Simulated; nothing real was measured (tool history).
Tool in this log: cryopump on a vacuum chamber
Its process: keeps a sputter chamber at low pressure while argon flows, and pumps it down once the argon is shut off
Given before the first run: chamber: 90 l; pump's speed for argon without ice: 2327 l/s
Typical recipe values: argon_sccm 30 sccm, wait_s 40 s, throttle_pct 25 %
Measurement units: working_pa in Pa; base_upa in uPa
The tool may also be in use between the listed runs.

run     day  argon_sccm  wait_s  throttle_pct  working_pa  base_upa
  1   0.000          30      40            25      0.0924      1.92
      2.200  -- pump warmed up, emptied and cooled again
  2   2.321          30      40            25      0.0872      1.77
  3   5.100          30      40            25      0.0881      1.84
  4   6.758          30     226            25      0.0873      1.02
  5   8.279          30     226            25      0.0875      1.10
  6  10.121          41     226            25      0.1212      1.09
  7  11.358          41     226            25      0.1197      1.15
  8  13.642          41     226            25      0.1202      1.12
  9  15.812          30      40            25      0.0874      2.08
 10  17.742          30     153            25      0.0881      1.30
 11  18.938          30     153            25      0.0884      1.33
 12  20.575          30     153            25      0.0886      1.33
 13  23.004          30     153            25      0.0893      1.38
 14  25.379          30      40            25      0.0892      2.19
 15  27.971          30      40            25      0.0897      2.27
 16  29.517          30      40            25      0.0883      2.22
 17  30.642          30      40            41      0.0547      2.24

Expected results for the next run?
 18  32.992          48      59            17           ?         ?

working_pa: 0.2081 Pa
base_upa: 1.95 uPa
With the hidden condition absent and the run-to-run variation left alone, this run would have shown working_pa 0.2043 Pa, base_upa 0.81 uPa.
